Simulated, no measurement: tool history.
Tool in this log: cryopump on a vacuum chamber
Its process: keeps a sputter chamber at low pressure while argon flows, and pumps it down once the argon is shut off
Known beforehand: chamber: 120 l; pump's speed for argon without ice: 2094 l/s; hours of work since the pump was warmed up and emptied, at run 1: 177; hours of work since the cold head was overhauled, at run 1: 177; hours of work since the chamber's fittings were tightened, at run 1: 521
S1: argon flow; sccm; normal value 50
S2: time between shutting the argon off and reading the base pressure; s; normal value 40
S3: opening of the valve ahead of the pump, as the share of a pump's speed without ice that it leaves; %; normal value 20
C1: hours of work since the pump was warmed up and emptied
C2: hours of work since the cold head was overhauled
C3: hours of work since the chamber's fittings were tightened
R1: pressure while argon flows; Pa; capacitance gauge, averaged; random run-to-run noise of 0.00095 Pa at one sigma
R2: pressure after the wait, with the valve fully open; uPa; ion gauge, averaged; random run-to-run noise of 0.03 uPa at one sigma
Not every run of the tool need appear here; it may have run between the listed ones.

run	hour	S1	S2	S3	C1	C2	C3	R1	R2
1	0	50	40	20	177	177	521	0.206	2.33
2	57.2	50	40	20	200	200	544	0.2057	2.35
3	90.6	35	40	20	214	214	557	0.1441	2.42
4	141.2	35	41	20	234	234	578	0.1433	2.45
5	165.3	50	40	20	244	244	588	0.2051	2.46
6	211.5	50	40	20	263	263	606	0.2056	2.5
7	247.7	50	40	29	277	277	621	0.1426	2.47
8	279.8	50	139	20	290	290	634	0.2066	1.52
9	321.9	50	60	31	307	307	651	0.1337	2.13
10	372.7	50	60	31	328	328	671	0.1347	2.13
11	404.8	34	60	48	341	341	684	0.0611	2.2
12	448.7	55	60	27	359	359	702	0.1696	2.15
13	498	55	60	27	378	378	722	0.1698	2.21
14	534.9	55	60	27	393	393	737	0.1703	2.27
15	561.9	29	28	19	404	404	748	0.1261	3.31

Each row is a separate what-if for the run after 15, all from the same tool condition, not one after another. Results?
A	600.5	27	28	30	420	420	763	?	?
B	600.5	22	85	19	420	420	763	?	?
C	600.5	44	64	36	420	420	763	?	?

run	R1	R2
A	0.0758	3.43
B	0.0966	2.09
C	0.1052	2.37
What these runs would have given with no unlogged condition in the tool:
run	R1	R2
A	0.0724	2.13
B	0.0938	0.79
C	0.0998	1.03

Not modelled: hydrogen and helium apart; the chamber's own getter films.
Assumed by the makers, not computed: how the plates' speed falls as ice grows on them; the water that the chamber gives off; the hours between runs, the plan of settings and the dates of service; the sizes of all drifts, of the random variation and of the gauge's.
